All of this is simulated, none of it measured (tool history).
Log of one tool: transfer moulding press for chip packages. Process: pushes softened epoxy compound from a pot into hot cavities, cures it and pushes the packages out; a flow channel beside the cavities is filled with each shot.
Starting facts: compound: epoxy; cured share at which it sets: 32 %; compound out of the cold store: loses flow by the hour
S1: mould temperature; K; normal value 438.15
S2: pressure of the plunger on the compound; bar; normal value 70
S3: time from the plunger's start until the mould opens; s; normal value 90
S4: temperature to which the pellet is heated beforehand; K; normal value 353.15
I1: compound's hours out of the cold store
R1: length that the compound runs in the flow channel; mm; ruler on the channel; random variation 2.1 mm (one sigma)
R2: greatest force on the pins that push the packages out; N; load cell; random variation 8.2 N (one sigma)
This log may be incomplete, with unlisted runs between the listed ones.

run   hour      S1    S2   S3      S4    I1   R1   R2
  1      0  438.15    70   90  353.15    10  859  434
  2     23  438.15    70   90  353.15  22.3  822  584
      27.2  -- cavities cleaned with cleaning compound and waxed
  3   58.5  438.15    70  106  353.15  22.9  812  452
      62.4  -- cavities cleaned with cleaning compound and waxed
  4   77.6  438.15    70  106  353.15  10.7  845  392
      97.8  -- cavities cleaned with cleaning compound and waxed
     108.5  -- plunger's sealing rings changed
  5  118.2  438.15    70  106  353.15    31  820  408
       136  -- cavities cleaned with cleaning compound and waxed
  6  141.8  438.15    70  106  353.15  20.7  840  311
     170.7  -- cavities cleaned with cleaning compound and waxed
  7  182.3  438.15    70  106  353.15  31.4  805  335
  8  201.8  438.15    70  106  353.15  29.7  804  450
     208.1  -- cavities cleaned with cleaning compound and waxed
  9  222.3  438.15  60.4   90  353.15  14.7  774  490
     243.5  -- cavities cleaned with cleaning compound and waxed
 10  252.8  438.15    70   90  353.15  22.6  813  420
       260  -- mould's thermocouples calibrated
     282.9  -- cavities cleaned with cleaning compound and waxed
     287.8  -- plunger's sealing rings changed
 11    289  443.15  52.5   90  353.15  44.4  673  316
 12  308.3  443.15  52.5   90  353.15   8.5  746  459
     321.2  -- cavities cleaned with cleaning compound and waxed
 13  333.8  438.15  87.9   76  344.15  31.5  909  833
 14  353.3  438.15  85.7   90  353.15  20.2  927  664
     356.7  -- cavities cleaned with cleaning compound and waxed
 15  384.4  438.15    70  118  361.15  25.7  811  434
     391.9  -- cavities cleaned with cleaning compound and waxed
 16  411.7  443.15    70  125  347.15  10.2  832  373
     427.1  -- cavities cleaned with cleaning compound and waxed
 17  434.6  443.15    70  106  357.15  46.4  737  287
     465.1  -- plunger's sealing rings changed
     466.6  -- cavities cleaned with cleaning compound and waxed
 18  466.6  438.15  71.4   90  347.15    46  795  363
 19  487.5  438.15  71.4   90  347.15  34.7  821  558

Below are 3 alternative next runs, each starting from the tool's condition after run 19. Predict each:
     501.3  -- cavities cleaned with cleaning compound and waxed
  A  509.8  438.15  71.4  90  353.15  17.8   ?   ?
     501.3  -- cavities cleaned with cleaning compound and waxed
  B  509.8  445.15  75.4  84  347.15  43.6   ?   ?
     501.3  -- cavities cleaned with cleaning compound and waxed
  C  509.8  436.15  86.9  90  354.15  47.5   ?   ?

run   R1   R2
  A  857  467
  B  792  346
  C  868  513
With the hidden condition removed and each run's random variation left untouched, the same runs would have given:
run   R1   R2
  A  868  368
  B  803  273
  C  879  404
